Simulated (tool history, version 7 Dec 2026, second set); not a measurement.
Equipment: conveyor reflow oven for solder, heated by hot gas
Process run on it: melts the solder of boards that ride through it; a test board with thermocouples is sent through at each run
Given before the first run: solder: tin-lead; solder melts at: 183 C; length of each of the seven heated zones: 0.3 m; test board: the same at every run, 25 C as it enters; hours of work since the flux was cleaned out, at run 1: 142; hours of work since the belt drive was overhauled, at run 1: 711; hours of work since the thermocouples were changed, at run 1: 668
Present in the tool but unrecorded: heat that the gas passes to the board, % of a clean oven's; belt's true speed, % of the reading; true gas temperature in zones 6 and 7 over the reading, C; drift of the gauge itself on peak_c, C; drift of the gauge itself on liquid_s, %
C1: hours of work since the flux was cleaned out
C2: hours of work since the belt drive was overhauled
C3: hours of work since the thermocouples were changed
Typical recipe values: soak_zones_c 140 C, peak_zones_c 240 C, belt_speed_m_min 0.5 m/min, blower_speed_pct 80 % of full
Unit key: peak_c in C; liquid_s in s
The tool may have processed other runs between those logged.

Run 1, hour 0: usual settings; C1 142; C2 711; C3 668. Result: peak_c 225.3 C, liquid_s 60.5 s.
Run 2, hour 44.1: usual settings; C1 163; C2 733; C3 690. Result: peak_c 224.3 C, liquid_s 60.8 s.
At hour 62.9: flux residue cleaned out of gas plates and filters.
Run 3, hour 105.6: usual settings; C1 21; C2 761; C3 718. Result: peak_c 224.2 C, liquid_s 59.5 s.
Run 4, hour 140.4: usual settings but belt_speed_m_min 0.486 m/min; C1 38; C2 778; C3 735. Result: peak_c 226 C, liquid_s 62.2 s.
Run 5, hour 182.6: usual settings but belt_speed_m_min 0.486 m/min; C1 59; C2 799; C3 756. Result: peak_c 224.6 C, liquid_s 61.7 s.
At hour 244.8: flux residue cleaned out of gas plates and filters, once more.
Run 6, hour 244.8: usual settings but peak_zones_c 253 C; C1 0; C2 827; C3 784. Result: peak_c 237.3 C, liquid_s 66.6 s.
Run 7, hour 281.8: usual settings; C1 18; C2 845; C3 802. Result: peak_c 225.4 C, liquid_s 60.9 s.
Run 8, hour 312.4: usual settings; C1 33; C2 860; C3 817. Result: peak_c 224.8 C, liquid_s 60.8 s.
Run 9, hour 337.8: usual settings; C1 46; C2 873; C3 829. Result: peak_c 224.7 C, liquid_s 60.6 s.
Run 10, hour 384.9: usual settings; C1 69; C2 896; C3 853. Result: peak_c 224.6 C, liquid_s 60.8 s.
Run 11, hour 411.2: usual settings but belt_speed_m_min 0.452 m/min; C1 82; C2 909; C3 866. Result: peak_c 227.6 C, liquid_s 69.3 s.
Run 12, hour 458.9: usual settings but belt_speed_m_min 0.452 m/min; C1 105; C2 932; C3 889. Result: peak_c 226.7 C, liquid_s 68.9 s.
Run 13, hour 503.5: usual settings but belt_speed_m_min 0.452 m/min, blower_speed_pct 55 % of full; C1 127; C2 954; C3 911. Result: peak_c 219.3 C, liquid_s 63 s.
Run 14, hour 558.5: usual settings but belt_speed_m_min 0.452 m/min, blower_speed_pct 55 % of full; C1 154; C2 981; C3 938. Result: peak_c 219.8 C, liquid_s 62.6 s.
At hour 594.6: flux residue cleaned out of gas plates and filters.
Run 15, hour 614.7: usual settings but belt_speed_m_min 0.452 m/min, blower_speed_pct 55 % of full; C1 10; C2 1006; C3 963. Result: peak_c 219.9 C, liquid_s 63.4 s.
Run 16, hour 644.6: usual settings but soak_zones_c 130 C, peak_zones_c 234 C, belt_speed_m_min 0.553 m/min, blower_speed_pct 69 % of full; C1 25; C2 1021; C3 978. Result: peak_c 211.5 C, liquid_s 42.6 s.
Run 17, hour 702.8: usual settings but soak_zones_c 130 C, peak_zones_c 234 C, belt_speed_m_min 0.553 m/min, blower_speed_pct 69 % of full; C1 53; C2 1050; C3 1007. Result: peak_c 210.6 C, liquid_s 42.4 s.
Run 18, hour 738.5: usual settings but soak_zones_c 130 C, peak_zones_c 234 C, belt_speed_m_min 0.553 m/min, blower_speed_pct 69 % of full; C1 71; C2 1067; C3 1024. Result: peak_c 211.8 C, liquid_s 42.2 s.
Run 19, hour 768.5: usual settings but peak_zones_c 245 C; C1 86; C2 1082; C3 1039. Result: peak_c 229.1 C, liquid_s 63.4 s.
Run 20, hour 817: usual settings but peak_zones_c 232 C, belt_speed_m_min 0.423 m/min; C1 109; C2 1106; C3 1063. Result: peak_c 219.8 C, liquid_s 70 s.
Run 21, hour 871.4: usual settings but peak_zones_c 232 C, belt_speed_m_min 0.423 m/min; C1 136; C2 1133; C3 1090. Result: peak_c 220.6 C, liquid_s 70 s.
Run 22, hour 900.6: usual settings but peak_zones_c 232 C, belt_speed_m_min 0.423 m/min; C1 151; C2 1147; C3 1104. Result: peak_c 220.8 C, liquid_s 70.1 s.
At hour 944.6: flux residue cleaned out of gas plates and filters.
Run 23, hour 951.5: usual settings but soak_zones_c 151 C, peak_zones_c 241 C, belt_speed_m_min 0.459 m/min; C1 3; C2 1170; C3 1127. Result: peak_c 227.8 C, liquid_s 72.7 s.
Run 24, hour 1005.1: usual settings but soak_zones_c 149 C, peak_zones_c 241 C, belt_speed_m_min 0.459 m/min, blower_speed_pct 82 % of full; C1 30; C2 1196; C3 1153. Result: peak_c 228.7 C, liquid_s 72.3 s.
Run 25, hour 1039.7: usual settings but peak_zones_c 239 C; C1 47; C2 1213; C3 1170. Result: peak_c 223.4 C, liquid_s 60.6 s.
Run 26, hour 1086.3: usual settings but soak_zones_c 143 C, peak_zones_c 239 C, belt_speed_m_min 0.572 m/min, blower_speed_pct 82 % of full; C1 70; C2 1236; C3 1193. Result: peak_c 220.6 C, liquid_s 51.2 s.
Run 27, hour 1137.7: usual settings but soak_zones_c 143 C, peak_zones_c 239 C, belt_speed_m_min 0.572 m/min, blower_speed_pct 82 % of full; C1 95; C2 1261; C3 1218. Result: peak_c 220.2 C, liquid_s 51.1 s.
Run 28, hour 1198.8: usual settings but soak_zones_c 143 C, peak_zones_c 239 C, belt_speed_m_min 0.572 m/min, blower_speed_pct 82 % of full; C1 125; C2 1291; C3 1248. Result: peak_c 219.8 C, liquid_s 51.2 s.
Run 29, hour 1235: usual settings but peak_zones_c 245 C, blower_speed_pct 56 % of full; C1 143; C2 1309; C3 1266. Result: peak_c 219.2 C, liquid_s 57 s.

Consider 3 possible next runs. They are alternatives, not a sequence: every one starts from the tool as it was left by run 29. What does each give?
Run A, hour 1264: usual settings but soak_zones_c 142 C, belt_speed_m_min 0.486 m/min; C1 157; C2 1324; C3 1280. Result: peak_c ?, liquid_s ?.
Run B, hour 1264: usual settings but peak_zones_c 243 C, blower_speed_pct 56 % of full; C1 157; C2 1324; C3 1280. Result: peak_c ?, liquid_s ?.
Run C, hour 1264: usual settings but soak_zones_c 147 C, peak_zones_c 247 C, blower_speed_pct 56 % of full; C1 157; C2 1324; C3 1280. Result: peak_c ?, liquid_s ?.

run  peak_c  liquid_s
  A   223.3      63.2
  B   217.7      55.2
  C   222.7      61.6
The same runs, with their run-to-run variation unchanged, on a tool lacking any hidden condition would have given:
run  peak_c  liquid_s
  A   228.2      64.7
  B   222.1      57.3
  C   227.1      63.2
